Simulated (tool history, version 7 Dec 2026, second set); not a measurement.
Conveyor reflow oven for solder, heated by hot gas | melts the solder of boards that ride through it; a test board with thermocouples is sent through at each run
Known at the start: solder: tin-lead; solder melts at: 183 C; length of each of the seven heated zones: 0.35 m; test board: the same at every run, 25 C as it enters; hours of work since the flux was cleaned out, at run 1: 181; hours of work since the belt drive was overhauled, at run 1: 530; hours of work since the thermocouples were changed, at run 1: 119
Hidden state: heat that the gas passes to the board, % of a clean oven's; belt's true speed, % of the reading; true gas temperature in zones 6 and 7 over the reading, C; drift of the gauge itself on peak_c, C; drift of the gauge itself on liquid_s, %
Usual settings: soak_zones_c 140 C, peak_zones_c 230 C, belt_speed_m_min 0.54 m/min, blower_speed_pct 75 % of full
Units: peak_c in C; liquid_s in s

run,hour,soak_zones_c,peak_zones_c,belt_speed_m_min,blower_speed_pct,hours of work since the flux was cleaned out,hours of work since the belt drive was overhauled,hours of work since the thermocouples were changed,peak_c,liquid_s
1,0,140,230,0.54,75,181,530,119,211,53.5
2,6.8,140,230,0.54,75,186,535,124,210.9,53.4
3,16.4,140,230,0.54,75,192,541,130,210.9,53.6
4,22.3,140,230,0.54,75,196,545,134,211.4,53.4
5,32.1,140,230,0.54,75,203,552,140,211,53.3
6,39.4,140,230,0.54,75,207,556,145,210.7,53.6
7,49.1,140,241,0.54,75,214,563,152,219.6,61.2
8,57.9,140,222,0.54,74,220,569,158,203.9,45.4
# hour 63.4: flux residue cleaned out of gas plates and filters
9,67.4,133,245,0.494,62,3,572,161,223.1,66.3
10,75.8,133,245,0.494,62,8,577,166,222.8,66.6
11,83.2,149,223,0.465,75,13,582,171,212.5,70.6
12,93,140,230,0.595,75,20,589,178,210,47.1

4 ways to go on from here, each from the tool as it stands after run 12. What would each give?
A,98.8,140,230,0.595,77,24,593,182,?,?
B,98.8,140,228,0.473,75,24,593,182,?,?
C,98.8,140,226,0.595,73,24,593,182,?,?
D,98.8,140,230,0.469,59,24,593,182,?,?

run,peak_c,liquid_s
A,210.7,48.1
B,215,67.5
C,206.1,43.2
D,212.1,63.6
Without the tool's hidden state the same runs would have given:
run,peak_c,liquid_s
A,210.2,47
B,214.5,66.1
C,205.7,42.1
D,211.5,62.1

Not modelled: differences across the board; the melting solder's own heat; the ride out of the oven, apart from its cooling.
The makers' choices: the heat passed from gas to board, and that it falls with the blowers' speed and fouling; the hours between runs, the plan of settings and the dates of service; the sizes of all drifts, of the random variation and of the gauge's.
